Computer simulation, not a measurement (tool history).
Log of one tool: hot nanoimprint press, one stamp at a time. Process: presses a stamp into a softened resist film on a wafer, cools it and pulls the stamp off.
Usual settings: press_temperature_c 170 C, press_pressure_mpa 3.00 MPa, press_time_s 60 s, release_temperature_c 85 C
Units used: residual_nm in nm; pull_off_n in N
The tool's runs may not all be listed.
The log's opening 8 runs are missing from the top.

run	day	press_temperature_c	press_pressure_mpa	press_time_s	release_temperature_c	residual_nm	pull_off_n
# day 11.492: plate thermocouple calibrated
9	12.896	170	2.56	60	84	77.2	168
10	14.779	170	3.00	60	85	70.3	175
11	16.008	170	3.00	60	85	69.8	167
12	17.921	170	3.00	60	85	70.7	173
# day 18.375: plate thermocouple calibrated, once more
13	19.429	170	3.00	60	85	78.0	187
14	21.238	170	2.70	60	85	84.7	191
15	23.092	170	1.90	60	85	98.4	194
16	25.038	168	4.23	45	83	81.2	201
# day 25.496: stamp cleaned and given a new release coat
17	26.942	172	3.51	115	83	50.0	173
18	28.992	168	4.40	60	72	70.4	239
19	31.112	169	4.40	60	82	65.8	192
20	32.767	169	4.40	60	82	65.6	194
21	33.704	169	4.40	60	82	65.1	186
22	35.004	174	2.73	64	85	65.1	181
23	36.633	174	3.24	64	85	58.7	187
24	38.096	179	3.00	77	85	46.7	184
25	39.871	162	3.00	60	76	107.8	238
26	41.617	173	3.52	31	82	77.7	203
# day 42.950: stamp cleaned and given a new release coat
27	43.921	160	3.00	59	89	117.6	144
28	44.904	160	3.83	59	89	104.8	142

Expected results for the next run?
29	46.679	160	3.83	59	89	?	?

{"run 29": {"residual_nm": 103.7, "pull_off_n": 148}}
Without the tool's hidden state the same run would have given residual_nm 107.5 nm, pull_off_n 151 N.
